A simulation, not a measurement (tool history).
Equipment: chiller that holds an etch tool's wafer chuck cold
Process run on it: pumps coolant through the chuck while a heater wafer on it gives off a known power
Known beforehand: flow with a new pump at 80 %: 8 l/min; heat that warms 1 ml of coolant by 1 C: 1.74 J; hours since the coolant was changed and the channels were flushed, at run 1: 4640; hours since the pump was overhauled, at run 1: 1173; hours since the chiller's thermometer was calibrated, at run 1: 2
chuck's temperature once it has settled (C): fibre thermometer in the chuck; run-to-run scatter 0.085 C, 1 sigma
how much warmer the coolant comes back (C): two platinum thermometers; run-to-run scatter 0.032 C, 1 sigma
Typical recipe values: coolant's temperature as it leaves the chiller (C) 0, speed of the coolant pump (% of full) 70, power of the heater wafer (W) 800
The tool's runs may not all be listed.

run,day,coolant's temperature as it leaves the chiller (C),speed of the coolant pump (% of full),power of the heater wafer (W),hours since the coolant was changed and the channels were flushed,hours since the pump was overhauled,hours since the chiller's thermometer was calibrated,chuck's temperature once it has settled (C),how much warmer the coolant comes back (C)
1,0.000,0,70,800,4640,1173,2,7.69,4.00
2,1.675,0,70,800,4680,1213,42,7.83,4.04
3,3.004,0,70,800,4712,1245,74,7.89,3.98
4,5.696,0,70,800,4777,1310,139,7.85,4.07
5,8.221,0,70,800,4838,1371,200,7.87,4.05
6,10.658,0,70,800,4896,1429,258,7.97,4.10
7,12.788,0,70,800,4947,1480,309,7.75,4.03
8,15.212,9,70,800,5005,1538,367,16.99,4.07
9,17.579,0,70,971,5062,1595,424,9.56,4.93
10,19.833,0,70,971,5116,1649,478,9.62,4.91
11,21.808,0,67,597,5164,1697,526,6.14,3.18
12,23.142,0,67,597,5196,1729,558,6.10,3.18
13,24.896,1,67,562,5238,1771,600,6.81,2.99
14,27.517,2,75,562,5301,1834,663,7.23,2.67

Forecast run 15:
# day 29.333: coolant changed, channels flushed
15,29.875,-1,75,432,13,1884,713,?,?

chuck's temperature once it has settled (C): 2.34
how much warmer the coolant comes back (C): 2.09
Take away the tool's hidden state, keep the run-to-run variation as it was, and the same run would have given chuck's temperature once it has settled (C) 2.35, how much warmer the coolant comes back (C) 2.05.
